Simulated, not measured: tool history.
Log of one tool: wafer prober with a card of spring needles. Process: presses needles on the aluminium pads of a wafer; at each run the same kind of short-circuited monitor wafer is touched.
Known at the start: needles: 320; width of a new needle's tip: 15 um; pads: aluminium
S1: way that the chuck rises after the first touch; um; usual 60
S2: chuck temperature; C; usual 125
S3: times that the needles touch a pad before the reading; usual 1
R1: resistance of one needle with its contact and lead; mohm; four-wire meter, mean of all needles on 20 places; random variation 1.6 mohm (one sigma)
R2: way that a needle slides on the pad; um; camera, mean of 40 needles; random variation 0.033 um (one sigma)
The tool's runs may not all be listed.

{"run": 1, "day": 0.0, "S1": 60, "S2": 125, "S3": 1, "R1": 148, "R2": 7.66}
{"run": 2, "day": 0.617, "S1": 60, "S2": 125, "S3": 1, "R1": 149, "R2": 7.67}
{"day": 1.392, "done": "tips cleaned on abrasive film"}
{"run": 3, "day": 1.638, "S1": 60, "S2": 125, "S3": 1, "R1": 151, "R2": 7.75}
{"run": 4, "day": 2.162, "S1": 60, "S2": 125, "S3": 1, "R1": 150, "R2": 7.67}
{"run": 5, "day": 2.712, "S1": 60, "S2": 57, "S3": 1, "R1": 140, "R2": 7.71}
{"day": 3.004, "done": "tips cleaned on abrasive film"}
{"run": 6, "day": 3.379, "S1": 60, "S2": 125, "S3": 1, "R1": 151, "R2": 7.68}
{"run": 7, "day": 4.017, "S1": 73, "S2": 125, "S3": 1, "R1": 147, "R2": 9.37}
{"day": 4.625, "done": "tips cleaned on abrasive film"}
{"run": 8, "day": 4.996, "S1": 73, "S2": 125, "S3": 1, "R1": 149, "R2": 9.35}
{"run": 9, "day": 5.658, "S1": 51, "S2": 84, "S3": 1, "R1": 146, "R2": 6.55}
{"day": 6.262, "done": "tips cleaned on abrasive film"}
{"run": 10, "day": 6.379, "S1": 62, "S2": 84, "S3": 1, "R1": 143, "R2": 7.98}
{"run": 11, "day": 7.325, "S1": 63, "S2": 29, "S3": 3, "R1": 132, "R2": 8.14}
{"day": 7.871, "done": "tips cleaned on abrasive film"}
{"run": 12, "day": 8.162, "S1": 63, "S2": 29, "S3": 3, "R1": 132, "R2": 8.05}
{"run": 13, "day": 8.896, "S1": 63, "S2": 29, "S3": 3, "R1": 133, "R2": 8.12}

Forecast each of these 5 alternatives for the next run:
{"day": 9.496, "done": "tips cleaned on abrasive film"}
{"run": "A", "day": 9.812, "S1": 50, "S2": 49, "S3": 1, "R1": "?", "R2": "?"}
{"day": 9.496, "done": "tips cleaned on abrasive film"}
{"run": "B", "day": 9.812, "S1": 48, "S2": 88, "S3": 1, "R1": "?", "R2": "?"}
{"day": 9.496, "done": "tips cleaned on abrasive film"}
{"run": "C", "day": 9.812, "S1": 44, "S2": 32, "S3": 2, "R1": "?", "R2": "?"}
{"day": 9.496, "done": "tips cleaned on abrasive film"}
{"run": "D", "day": 9.812, "S1": 80, "S2": 125, "S3": 1, "R1": "?", "R2": "?"}
{"day": 9.496, "done": "tips cleaned on abrasive film"}
{"run": "E", "day": 9.812, "S1": 75, "S2": 79, "S3": 2, "R1": "?", "R2": "?"}

run=A R1=140 R2=6.38
run=B R1=151 R2=6.11
run=C R1=140 R2=5.63
run=D R1=146 R2=10.24
run=E R1=140 R2=9.65
Without the tool's hidden state the same runs would have given:
run=A R1=140 R2=6.38
run=B R1=151 R2=6.11
run=C R1=139 R2=5.63
run=D R1=146 R2=10.24
run=E R1=140 R2=9.65
